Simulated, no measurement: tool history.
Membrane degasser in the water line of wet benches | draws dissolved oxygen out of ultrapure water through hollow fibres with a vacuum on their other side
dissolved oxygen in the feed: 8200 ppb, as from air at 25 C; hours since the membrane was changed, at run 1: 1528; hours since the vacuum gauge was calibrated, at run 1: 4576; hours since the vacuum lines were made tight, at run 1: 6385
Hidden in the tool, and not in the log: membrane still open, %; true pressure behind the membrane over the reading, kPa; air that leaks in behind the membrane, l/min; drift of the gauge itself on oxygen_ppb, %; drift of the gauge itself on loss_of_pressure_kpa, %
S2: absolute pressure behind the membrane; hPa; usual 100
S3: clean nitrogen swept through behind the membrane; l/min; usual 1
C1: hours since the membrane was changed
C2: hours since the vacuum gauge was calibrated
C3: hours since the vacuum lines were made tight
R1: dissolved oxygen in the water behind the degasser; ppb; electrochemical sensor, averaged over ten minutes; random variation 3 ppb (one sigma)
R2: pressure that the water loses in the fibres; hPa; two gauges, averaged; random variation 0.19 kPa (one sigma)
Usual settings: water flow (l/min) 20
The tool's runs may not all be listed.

Run 1, hour 0: usual settings; C1 1528; C2 4576; C3 6385. Result: R1 299.5 ppb, R2 377.1 hPa.
Run 2, hour 38.8: usual settings; C1 1567; C2 4614; C3 6424. Result: R1 300.8 ppb, R2 375.2 hPa.
Run 3, hour 74.3: usual settings; C1 1602; C2 4650; C3 6459. Result: R1 297.2 ppb, R2 381.2 hPa.
Run 4, hour 108.7: usual settings; C1 1637; C2 4684; C3 6494. Result: R1 297.7 ppb, R2 379.1 hPa.
Run 5, hour 139.8: usual settings; C1 1668; C2 4715; C3 6525. Result: R1 297.9 ppb, R2 381.3 hPa.
Run 6, hour 206.4: usual settings; C1 1734; C2 4782; C3 6591. Result: R1 299.9 ppb, R2 377.5 hPa.
Run 7, hour 255.1: usual settings; C1 1783; C2 4831; C3 6640. Result: R1 302.9 ppb, R2 377.7 hPa.
Run 8, hour 301.1: usual settings; C1 1829; C2 4877; C3 6686. Result: R1 299.5 ppb, R2 379.3 hPa.
Run 9, hour 372.1: usual settings but water flow (l/min) 21; C1 1900; C2 4948; C3 6757. Result: R1 310.4 ppb, R2 393.7 hPa.
Run 10, hour 430.8: usual settings but water flow (l/min) 21; C1 1959; C2 5006; C3 6816. Result: R1 309.1 ppb, R2 396.2 hPa.
Run 11, hour 479: usual settings but water flow (l/min) 21; C1 2007; C2 5055; C3 6864. Result: R1 314.3 ppb, R2 397.6 hPa.
Run 12, hour 526.4: usual settings but water flow (l/min) 21; C1 2054; C2 5102; C3 6911. Result: R1 311.3 ppb, R2 394.4 hPa.
Run 13, hour 597.4: usual settings but water flow (l/min) 21, S2 218 hPa; C1 2125; C2 5173; C3 6983. Result: R1 802.2 ppb, R2 400.1 hPa.
Run 14, hour 651.7: usual settings but water flow (l/min) 31, S2 87 hPa; C1 2180; C2 5227; C3 7037. Result: R1 381.4 ppb, R2 592.2 hPa.
Run 15, hour 689.8: usual settings but water flow (l/min) 31, S2 87 hPa; C1 2218; C2 5265; C3 7075. Result: R1 379.1 ppb, R2 590.9 hPa.
Run 16, hour 740.5: usual settings but water flow (l/min) 31, S2 87 hPa; C1 2268; C2 5316; C3 7126. Result: R1 379 ppb, R2 588.1 hPa.
Run 17, hour 784: usual settings but water flow (l/min) 26, S2 87 hPa; C1 2312; C2 5360; C3 7169. Result: R1 315.2 ppb, R2 493.6 hPa.
Run 18, hour 817.8: usual settings but water flow (l/min) 26, S2 87 hPa; C1 2346; C2 5393; C3 7203. Result: R1 321.2 ppb, R2 492.9 hPa.
Run 19, hour 857.5: usual settings but water flow (l/min) 27, S2 148 hPa, S3 0.88 l/min; C1 2385; C2 5433; C3 7243. Result: R1 702.2 ppb, R2 513.4 hPa.
Run 20, hour 920.3: usual settings but water flow (l/min) 16, S2 148 hPa, S3 0.88 l/min; C1 2448; C2 5496; C3 7305. Result: R1 455.5 ppb, R2 304.5 hPa.
Run 21, hour 978.6: usual settings but water flow (l/min) 16, S2 148 hPa, S3 0.88 l/min; C1 2506; C2 5554; C3 7364. Result: R1 454 ppb, R2 303.3 hPa.
Run 22, hour 1025.3: usual settings but water flow (l/min) 16, S2 61 hPa, S3 1.42 l/min; C1 2553; C2 5601; C3 7410. Result: R1 80.2 ppb, R2 303.2 hPa.
Run 23, hour 1088.7: usual settings but water flow (l/min) 15, S2 185 hPa, S3 2.29 l/min; C1 2617; C2 5664; C3 7474. Result: R1 234.9 ppb, R2 282.3 hPa.
Run 24, hour 1144.6: usual settings but water flow (l/min) 24; C1 2672; C2 5720; C3 7530. Result: R1 355.2 ppb, R2 455.1 hPa.
Run 25, hour 1198.3: usual settings but water flow (l/min) 31, S2 73 hPa; C1 2726; C2 5774; C3 7583. Result: R1 293.2 ppb, R2 590.9 hPa.
Run 26, hour 1227.5: usual settings but water flow (l/min) 31, S2 73 hPa; C1 2755; C2 5803; C3 7613. Result: R1 292.7 ppb, R2 589.7 hPa.

3 ways to go on from here, each from the tool as it stands after run 26. What would each give?
At hour 1251: seals of the vacuum lines changed.
Run A, hour 1285.8: usual settings but S2 102 hPa; C1 2812; C2 5859; C3 35. Result: R1 ?, R2 ?.
At hour 1251: seals of the vacuum lines changed.
Run B, hour 1285.8: usual settings but water flow (l/min) 15; C1 2812; C2 5859; C3 35. Result: R1 ?, R2 ?.
At hour 1251: seals of the vacuum lines changed.
Run C, hour 1285.8: usual settings but S2 74 hPa, S3 0.63 l/min; C1 2812; C2 5859; C3 35. Result: R1 ?, R2 ?.

run     R1     R2
  A  308.5  379.4
  B  229.2  284.4
  C    274  380.4
Without the tool's hidden state the same runs would have given:
run     R1     R2
  A  308.3  379.3
  B    229  284.3
  C  273.7  380.2
